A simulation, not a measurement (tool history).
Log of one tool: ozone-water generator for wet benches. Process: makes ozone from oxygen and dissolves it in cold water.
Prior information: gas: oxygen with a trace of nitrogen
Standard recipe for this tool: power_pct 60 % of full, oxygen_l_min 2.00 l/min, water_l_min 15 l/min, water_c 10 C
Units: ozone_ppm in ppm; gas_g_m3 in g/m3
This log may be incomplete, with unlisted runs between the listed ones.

run 1 hour=0.0 | power_pct=60 oxygen_l_min=2.00 water_l_min=15 water_c=10 | ozone_ppm=9.3 gas_g_m3=152.1
run 2 hour=66.3 | power_pct=60 oxygen_l_min=3.49 water_l_min=15 water_c=10 | ozone_ppm=10.5 gas_g_m3=116.3
run 3 hour=117.2 | power_pct=60 oxygen_l_min=3.49 water_l_min=15 water_c=10 | ozone_ppm=10.7 gas_g_m3=116.9
run 4 hour=154.0 | power_pct=50 oxygen_l_min=2.00 water_l_min=15 water_c=10 | ozone_ppm=8.0 gas_g_m3=131.6
run 5 hour=226.0 | power_pct=60 oxygen_l_min=2.00 water_l_min=15 water_c=10 | ozone_ppm=9.2 gas_g_m3=151.4
run 6 hour=308.1 | power_pct=60 oxygen_l_min=1.47 water_l_min=15 water_c=10 | ozone_ppm=8.5 gas_g_m3=173.2
run 7 hour=360.5 | power_pct=60 oxygen_l_min=2.21 water_l_min=15 water_c=10 | ozone_ppm=9.4 gas_g_m3=143.7
run 8 hour=396.9 | power_pct=60 oxygen_l_min=2.21 water_l_min=15 water_c=10 | ozone_ppm=9.6 gas_g_m3=143.6
run 9 hour=464.1 | power_pct=60 oxygen_l_min=2.00 water_l_min=15 water_c=10 | ozone_ppm=9.1 gas_g_m3=149.8
run 10 hour=523.5 | power_pct=54 oxygen_l_min=1.02 water_l_min=11 water_c=11 | ozone_ppm=9.3 gas_g_m3=190.3

Forecast run 11:
-- hour=541.6 contactor cleaned
run 11 hour=610.1 | power_pct=54 oxygen_l_min=1.02 water_l_min=11 water_c=11 | ozone_ppm=? gas_g_m3=?

Run 11 came out at ozone_ppm 10.2 ppm, gas_g_m3 188.7 g/m3.
On a tool with no hidden condition, and with the same random variation, this run would have come out at ozone_ppm 10.9 ppm, gas_g_m3 199.1 g/m3.
